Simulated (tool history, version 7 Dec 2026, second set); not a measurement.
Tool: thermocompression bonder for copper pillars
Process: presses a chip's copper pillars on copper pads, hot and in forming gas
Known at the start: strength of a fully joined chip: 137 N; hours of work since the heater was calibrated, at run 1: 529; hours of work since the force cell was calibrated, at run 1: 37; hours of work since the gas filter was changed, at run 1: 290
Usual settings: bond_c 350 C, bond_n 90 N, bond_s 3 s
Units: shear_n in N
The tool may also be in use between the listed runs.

run,hour,bond_c,bond_n,bond_s,hours of work since the heater was calibrated,hours of work since the force cell was calibrated,hours of work since the gas filter was changed,shear_n
1,0,350,90,3,529,37,290,89.1
2,11.8,322,90,3,538,46,299,76
3,25.2,322,90,3,548,56,309,75.4
4,33.7,322,90,3,555,63,316,75.6
5,42,322,90,3,561,69,322,75.4
6,50.3,322,90,3,567,75,328,75.3
7,60,350,90,3,575,83,336,88.6
8,70.6,350,90,3,583,91,344,89.1
9,81.4,350,90,3,592,100,353,88.6
10,90.5,350,66,3,599,107,360,79
11,102.4,350,69,3,608,116,369,80.2
12,113.7,350,90,3,617,125,378,88.6
13,126,350,90,3,626,134,387,88.3
14,134.9,350,56,3,633,141,394,73.1
15,142.8,350,56,3,639,147,400,73.3
16,151,350,56,7,645,153,406,93.4
# hour 154.1: heater calibrated with a thermocouple chip
17,166.1,350,99,7,9,164,417,110.1
18,176.8,350,99,7,18,172,425,109.5
19,185,350,99,7,24,178,431,109.4
# hour 192.9: heater calibrated with a thermocouple chip, once more
20,200.4,353,58,7,6,189,442,93
21,213.9,364,74,6,16,199,452,101.4
# hour 224.3: forming gas filter changed
22,226.9,364,74,6,26,209,2,107.3
23,237.9,357,55,2,34,217,11,67.3
24,244,347,55,2,39,222,15,62.7
25,254.2,347,55,3,47,230,23,72.2
26,266.5,347,129,3,57,239,33,100.2
27,272.7,347,129,3,61,244,37,100.2
28,280.9,380,76,5,68,250,44,109.5
29,290.4,358,125,4,75,258,51,109.4

Forecast each of these 5 alternatives for the next run:
A,298.4,346,90,2,81,264,57,?
B,298.4,358,94,2,81,264,57,?
C,298.4,376,90,2,81,264,57,?
D,298.4,365,58,2,81,264,57,?
E,298.4,329,90,2,81,264,57,?

run,shear_n
A,77.6
B,84.5
C,91.9
D,72.5
E,69.6
Without the tool's hidden state the same runs would have given:
run,shear_n
A,77.7
B,84.7
C,92.2
D,72.7
E,69.7

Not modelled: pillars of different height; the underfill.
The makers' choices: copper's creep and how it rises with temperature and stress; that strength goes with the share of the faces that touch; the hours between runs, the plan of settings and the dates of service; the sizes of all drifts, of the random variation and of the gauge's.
